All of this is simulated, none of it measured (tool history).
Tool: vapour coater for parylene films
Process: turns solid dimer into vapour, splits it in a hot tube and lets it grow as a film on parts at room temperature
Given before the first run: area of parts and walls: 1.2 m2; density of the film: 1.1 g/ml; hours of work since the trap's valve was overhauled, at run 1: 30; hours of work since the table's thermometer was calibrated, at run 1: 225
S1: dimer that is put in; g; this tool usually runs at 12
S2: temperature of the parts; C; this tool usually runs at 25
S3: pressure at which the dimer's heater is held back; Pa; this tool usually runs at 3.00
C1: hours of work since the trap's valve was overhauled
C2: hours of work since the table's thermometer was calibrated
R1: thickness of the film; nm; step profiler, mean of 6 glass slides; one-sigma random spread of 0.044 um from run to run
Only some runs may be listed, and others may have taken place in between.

run    hour  S1  S2     S3   C1   C2     R1
  1     0.0  12  25   3.00   30  225   5610
  2    51.5  12  25   3.00   69  264   5540
  3    94.5  12  25   3.00  101  296   5580
  4   123.8  12  25   3.00  123  318   5520
  5   155.5  12  25   3.39  146  341   5340
  6   216.3  12  25   3.57  192  387   5300
  7   255.4  12  25   3.57  221  416   5350
  8   285.9  12  25   3.00  244  439   5430
  9   314.6  12  25   3.00  265  460   5320
 10   343.8  12  25   3.00  287  482   5330
 11   395.6  12  25   3.00  326  521   5290
 12   440.4  12  25  11.78  359  554   4360
 13   497.1  16  25   3.00  402  597   7020
 14   530.3  16  25   3.00  427  622   6980
 15   574.8  21  25   3.00  460  655   9070
 16   626.3  21  25   3.00  498  693   9040
 17   676.2  21  25   3.00  536  731   8920
 18   712.6  21  25   3.00  563  758   8840
 19   771.8  21  25   3.00  607  802   8850
      796.6  -- trap's valve overhauled
 20   818.6  21  25   3.00   16  834   9970
 21   851.3  21  25   3.00   41  859  10000
 22   891.9  12  25   3.00   71  889   5600
 23   923.7  12  28   3.00   95  913   5110
      929.4  -- table's thermometer calibrated
 24   978.0  10  25   3.00  135   36   4700
 25  1006.1  10  32   2.00  156   57   4040
 26  1044.3  13  22   2.00  184   86   6940
 27  1096.5  17  32   4.24  223  125   6010
 28  1134.5  17  32   4.24  252  153   5990
 29  1177.4   6  24   6.82  284  185   2470
 30  1219.1   6  28   2.54  315  217   2560
     1236.3  -- table's thermometer calibrated, once more
 31  1274.9   5  18   3.00  356   29   2770
 32  1333.6   5  18   3.00  400   73   2650
 33  1369.7   5  20   2.03  427  100   2630
 34  1404.3  19  20   5.72  453  126   8640
 35  1454.9   6  25   3.00  491  163   2560
 36  1498.2   6  25   3.00  523  196   2550
 37  1549.2   5  21   5.64  561  234   2120
 38  1590.6  16  19   5.92  592  265   7200
 39  1623.3  20  25   3.00  617  289   8400
     1635.8  -- trap's valve overhauled
 40  1679.0  11  18   4.57   32  328   5990
 41  1722.1  12  28   6.76   64  360   4510
 42  1763.9  13  20   3.00   96  391   7090
 43  1814.8  12  25  10.92  134  429   4520
 44  1850.1   7  25  10.92  160  456   2660
 45  1884.8   5  26   8.40  186  482   1890
 46  1931.2   5  28   2.55  221  516   2180
 47  1957.3  12  23   2.55  240  536   6000

Some steps in R1 between neighbouring runs. How much of each would the tool show without its hidden state too (settings, what came in, random variation), and how much is left for the hidden state, with any gauge scatter that isn't in both results?
Hidden state present: vapour lost through the trap's worn valve, %; true temperature of the parts over the reading, C; drift of the gauge itself on film_um, %.
Run 19 -> 20: trap's valve overhauled. R1 +1120 nm: hidden state +1180, all else -60.
Run 33 -> 34: S1 5 -> 19, S3 2.03 -> 5.72. R1 +6010 nm: hidden state -570, all else +6580.
Run 34 -> 35: S1 19 -> 6, S2 20 -> 25, S3 5.72 -> 3.00. R1 -6080 nm: hidden state +540, all else -6620.
Run 37 -> 38: S1 5 -> 16, S2 21 -> 19, S3 5.64 -> 5.92. R1 +5080 nm: hidden state -640, all else +5720.
Run 39 -> 40: S1 20 -> 11, S2 25 -> 18, S3 3.00 -> 4.57, trap's valve overhauled. R1 -2410 nm: hidden state +1080, all else -3490.
